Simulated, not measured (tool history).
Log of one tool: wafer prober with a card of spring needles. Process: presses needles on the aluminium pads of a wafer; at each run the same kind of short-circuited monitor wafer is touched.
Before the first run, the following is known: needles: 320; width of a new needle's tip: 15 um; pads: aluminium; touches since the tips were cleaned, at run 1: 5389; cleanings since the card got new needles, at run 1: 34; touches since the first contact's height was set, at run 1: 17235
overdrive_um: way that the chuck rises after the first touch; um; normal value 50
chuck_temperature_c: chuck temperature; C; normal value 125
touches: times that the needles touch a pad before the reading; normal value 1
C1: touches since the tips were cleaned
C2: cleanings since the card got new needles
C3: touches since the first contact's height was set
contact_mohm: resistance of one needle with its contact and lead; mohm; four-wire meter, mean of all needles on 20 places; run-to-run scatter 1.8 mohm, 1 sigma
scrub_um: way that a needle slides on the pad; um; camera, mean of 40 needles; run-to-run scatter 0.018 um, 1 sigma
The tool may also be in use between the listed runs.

run 1 hour=0.0 | overdrive_um=50 chuck_temperature_c=125 touches=1 | C1=5389 C2=34 C3=17235 | contact_mohm=188 scrub_um=11.79
-- hour=2.8 tips cleaned on abrasive film
-- hour=24.0 tips cleaned on abrasive film
run 2 hour=30.0 | overdrive_um=50 chuck_temperature_c=125 touches=1 | C1=1707 C2=36 C3=25724 | contact_mohm=189 scrub_um=11.78
-- hour=46.0 tips cleaned on abrasive film
run 3 hour=51.1 | overdrive_um=50 chuck_temperature_c=125 touches=2 | C1=1457 C2=37 C3=31693 | contact_mohm=191 scrub_um=11.80
-- hour=67.2 tips cleaned on abrasive film
run 4 hour=69.6 | overdrive_um=50 chuck_temperature_c=125 touches=1 | C1=699 C2=38 C3=36947 | contact_mohm=189 scrub_um=11.75
-- hour=89.5 tips cleaned on abrasive film
run 5 hour=89.5 | overdrive_um=59 chuck_temperature_c=125 touches=1 | C1=0 C2=39 C3=42594 | contact_mohm=185 scrub_um=13.91
-- hour=110.7 tips cleaned on abrasive film
run 6 hour=112.6 | overdrive_um=59 chuck_temperature_c=125 touches=1 | C1=553 C2=40 C3=49144 | contact_mohm=188 scrub_um=13.87
run 7 hour=128.2 | overdrive_um=55 chuck_temperature_c=53 touches=1 | C1=4997 C2=40 C3=53588 | contact_mohm=177 scrub_um=12.92
-- hour=132.8 tips cleaned on abrasive film
run 8 hour=143.3 | overdrive_um=50 chuck_temperature_c=40 touches=1 | C1=3003 C2=41 C3=57853 | contact_mohm=171 scrub_um=11.75
-- hour=155.8 tips cleaned on abrasive film
-- hour=177.2 tips cleaned on abrasive film
run 9 hour=177.2 | overdrive_um=47 chuck_temperature_c=53 touches=1 | C1=0 C2=43 C3=67453 | contact_mohm=176 scrub_um=11.05
-- hour=193.8 height of the first contact set anew
-- hour=199.8 tips cleaned on abrasive film
run 10 hour=207.4 | overdrive_um=47 chuck_temperature_c=36 touches=1 | C1=2152 C2=44 C3=3826 | contact_mohm=173 scrub_um=11.01
-- hour=221.7 tips cleaned on abrasive film
run 11 hour=229.4 | overdrive_um=34 chuck_temperature_c=36 touches=1 | C1=2194 C2=45 C3=10060 | contact_mohm=180 scrub_um=7.96

For each entry between runs, how does the tool's hidden state at the last listed run before it compare with that at the first listed run after it?
From run 1 to run 2: tips cleaned on abrasive film (hour 2.8); tips cleaned on abrasive film (hour 24.0)
  debris on the tips, nm: 0.4 -> 0.2; tips' diameter, um: 15 -> 15.01; drift of the gauge itself on scrub_um, %: 0 -> -0.07
  measured less the result without the state, scrub_um: +0.00 -> -0.01 um
From run 2 to run 3: tips cleaned on abrasive film (hour 46.0)
  drift of the gauge itself on scrub_um, %: -0.07 -> -0.12
  measured less the result without the state, scrub_um: -0.01 -> -0.02 um
From run 3 to run 4: tips cleaned on abrasive film (hour 67.2)
  debris on the tips, nm: 0.2 -> 0.1; drift of the gauge itself on scrub_um, %: -0.12 -> -0.16
  measured less the result without the state, scrub_um: -0.02 -> -0.02 um
From run 4 to run 5: tips cleaned on abrasive film (hour 89.5)
  drift of the gauge itself on scrub_um, %: -0.16 -> -0.21
  measured less the result without the state, scrub_um: -0.02 -> -0.03 um
From run 5 to run 6: tips cleaned on abrasive film (hour 110.7)
  drift of the gauge itself on scrub_um, %: -0.21 -> -0.26
  measured less the result without the state, scrub_um: -0.03 -> -0.04 um
From run 7 to run 8: tips cleaned on abrasive film (hour 132.8)
  debris on the tips, nm: 0.4 -> 0.3; drift of the gauge itself on scrub_um, %: -0.3 -> -0.34
  measured less the result without the state, scrub_um: -0.04 -> -0.04 um
From run 8 to run 9: tips cleaned on abrasive film (hour 155.8); tips cleaned on abrasive film (hour 177.2)
  debris on the tips, nm: 0.3 -> 0; drift of the gauge itself on scrub_um, %: -0.34 -> -0.41
  measured less the result without the state, scrub_um: -0.04 -> -0.05 um
From run 9 to run 10: height of the first contact set anew (hour 193.8); tips cleaned on abrasive film (hour 199.8)
  debris on the tips, nm: 0 -> 0.3; drift of the gauge itself on scrub_um, %: -0.41 -> -0.48
  measured less the result without the state, scrub_um: -0.05 -> -0.05 um
From run 10 to run 11: tips cleaned on abrasive film (hour 221.7)
  drift of the gauge itself on scrub_um, %: -0.48 -> -0.54
  measured less the result without the state, scrub_um: -0.05 -> -0.04 um
